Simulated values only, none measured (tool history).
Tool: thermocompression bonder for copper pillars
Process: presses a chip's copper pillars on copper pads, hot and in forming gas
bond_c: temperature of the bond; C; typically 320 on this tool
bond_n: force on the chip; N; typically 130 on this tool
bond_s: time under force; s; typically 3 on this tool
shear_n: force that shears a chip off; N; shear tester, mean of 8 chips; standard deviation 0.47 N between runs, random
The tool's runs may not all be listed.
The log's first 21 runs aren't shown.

| run | hour | bond_c | bond_n | bond_s | hours of work since the heater was calibrated | hours of work since the force cell was calibrated | hours of work since the gas filter was changed | shear_n |
|---|---|---|---|---|---|---|---|---|
| 22 | 495.2 | 315 | 81 | 3 | 482 | 602 | 49 | 36.6 |
| 23 | 521.0 | 319 | 186 | 3 | 496 | 615 | 62 | 60.7 |
| 24 | 554.1 | 302 | 81 | 2 | 513 | 632 | 79 | 27.0 |
| 25 | 570.2 | 313 | 140 | 2 | 521 | 641 | 88 | 43.2 |
| 26 | 586.4 | 346 | 103 | 3 | 529 | 649 | 96 | 55.0 |
| 27 | 621.1 | 346 | 103 | 3 | 547 | 667 | 114 | 55.8 |
| 28 | 651.8 | 320 | 115 | 3 | 563 | 683 | 130 | 47.0 |
| 29 | 680.3 | 292 | 130 | 5 | 578 | 698 | 145 | 46.5 |
| 30 | 707.4 | 320 | 130 | 2 | 592 | 712 | 159 | 42.8 |
| 31 | 729.6 | 320 | 130 | 2 | 603 | 723 | 170 | 43.1 |
| 32 | 755.2 | 320 | 130 | 2 | 617 | 736 | 183 | 42.7 |
| 33 | 778.5 | 312 | 140 | 4 | 629 | 748 | 195 | 53.7 |
|  | 785.8 | forming gas filter changed |
| 34 | 797.1 | 320 | 189 | 4 | 638 | 758 | 6 | 68.0 |
| 35 | 815.3 | 320 | 189 | 4 | 647 | 767 | 15 | 67.9 |
| 36 | 846.9 | 320 | 189 | 4 | 664 | 783 | 32 | 67.6 |
| 37 | 873.8 | 320 | 116 | 3 | 678 | 797 | 46 | 48.0 |
| 38 | 905.3 | 316 | 116 | 3 | 694 | 814 | 62 | 46.1 |
| 39 | 929.3 | 309 | 91 | 3 | 706 | 826 | 74 | 37.5 |
| 40 | 956.5 | 337 | 152 | 5 | 720 | 840 | 88 | 73.2 |
| 41 | 978.6 | 333 | 142 | 3 | 732 | 852 | 100 | 57.9 |

What if the next run were any one of these 3? Each begins from the tool's condition after run 41:
| A | 1006.3 | 320 | 130 | 7 | 746 | 866 | 114 | ? |
| B | 1006.3 | 335 | 94 | 5 | 746 | 866 | 114 | ? |
| C | 1006.3 | 315 | 111 | 2 | 746 | 866 | 114 | ? |

| run | shear_n |
|---|---|
| A | 66.6 |
| B | 57.5 |
| C | 37.5 |
The same runs, with their run-to-run variation unchanged, on a tool lacking any hidden condition would have given:
| run | shear_n |
|---|---|
| A | 67.7 |
| B | 58.4 |
| C | 38.2 |

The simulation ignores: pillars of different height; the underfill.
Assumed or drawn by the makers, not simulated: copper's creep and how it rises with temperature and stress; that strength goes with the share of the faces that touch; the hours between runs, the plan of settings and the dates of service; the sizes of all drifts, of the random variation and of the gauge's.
